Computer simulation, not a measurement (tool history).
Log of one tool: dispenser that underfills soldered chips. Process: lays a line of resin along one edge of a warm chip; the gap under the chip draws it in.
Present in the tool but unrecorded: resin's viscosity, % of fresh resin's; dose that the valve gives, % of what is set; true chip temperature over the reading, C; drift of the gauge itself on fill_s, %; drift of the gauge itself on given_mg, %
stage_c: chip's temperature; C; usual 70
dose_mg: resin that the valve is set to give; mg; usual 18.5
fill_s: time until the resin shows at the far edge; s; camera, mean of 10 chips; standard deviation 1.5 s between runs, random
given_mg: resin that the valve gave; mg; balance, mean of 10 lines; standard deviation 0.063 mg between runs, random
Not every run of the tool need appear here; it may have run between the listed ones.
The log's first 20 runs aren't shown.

run   hour  stage_c  dose_mg  hours of work since the syringe was changed  hours of work since the valve was cleaned  hours of work since the stage was calibrated  fill_s  given_mg
 21  106.3       70     22.4                                            4                                         23                                           251   180.3     22.13
     108.6  -- new syringe of resin
 22  113.2       64     21.9                                            4                                         28                                           256   215.6     21.49
     115.9  -- new syringe of resin
 23  116.6       74     23.7                                            1                                         30                                           258   128.6     23.31
 24  119.8       80     22.9                                            3                                         33                                           261   127.2     22.40
     123.2  -- new syringe of resin
 25  126.3       76     21.7                                            2                                         38                                           266   137.0     21.24
     130.5  -- new syringe of resin
 26  132.1       76     21.7                                            1                                         42                                           270   123.6     21.15
     137.9  -- new syringe of resin
 27  138.3       76     18.5                                            0                                         47                                           275   115.4     18.05
 28  143.9       76     18.5                                            5                                         51                                           279   160.2     17.88
     145.3  -- new syringe of resin
 29  151.5       76     18.5                                            5                                         57                                           285   172.0     17.89
     152.5  -- new syringe of resin
 30  155.0       70     19.0                                            2                                         59                                           288   161.8     18.21
     159.9  -- new syringe of resin
 31  161.7       62     17.3                                            1                                         64                                           293   201.1     16.49
     167.0  -- new syringe of resin
 32  167.4       81     22.4                                            0                                         69                                           297   100.1     21.38
     174.3  -- new syringe of resin
 33  174.9       77     21.1                                            0                                         74                                           303   116.5     20.11
 34  179.6       77     21.1                                            4                                         78                                           306   149.4     19.97
     181.6  -- new syringe of resin
 35  182.9       77     21.1                                            1                                         81                                           309   117.9     20.04

4 ways to go on from here, each from the tool as it stands after run 35. What would each give?
     188.8  -- new syringe of resin
  A  189.1       70     18.5                                            0                                         85                                           313       ?         ?
     188.8  -- new syringe of resin
  B  189.1       57     15.9                                            0                                         85                                           313       ?         ?
     188.8  -- new syringe of resin
  C  189.1       79     15.9                                            0                                         85                                           313       ?         ?
     188.8  -- new syringe of resin
  D  189.1       66     15.9                                            0                                         85                                           313       ?         ?

run  fill_s  given_mg
  A   136.1     17.48
  B   217.8     15.04
  C   110.3     15.08
  D   163.4     15.02
With no hidden state in the tool, these same runs would have given:
run  fill_s  given_mg
  A   142.7     18.47
  B   227.5     15.89
  C   114.3     15.94
  D   170.1     15.87
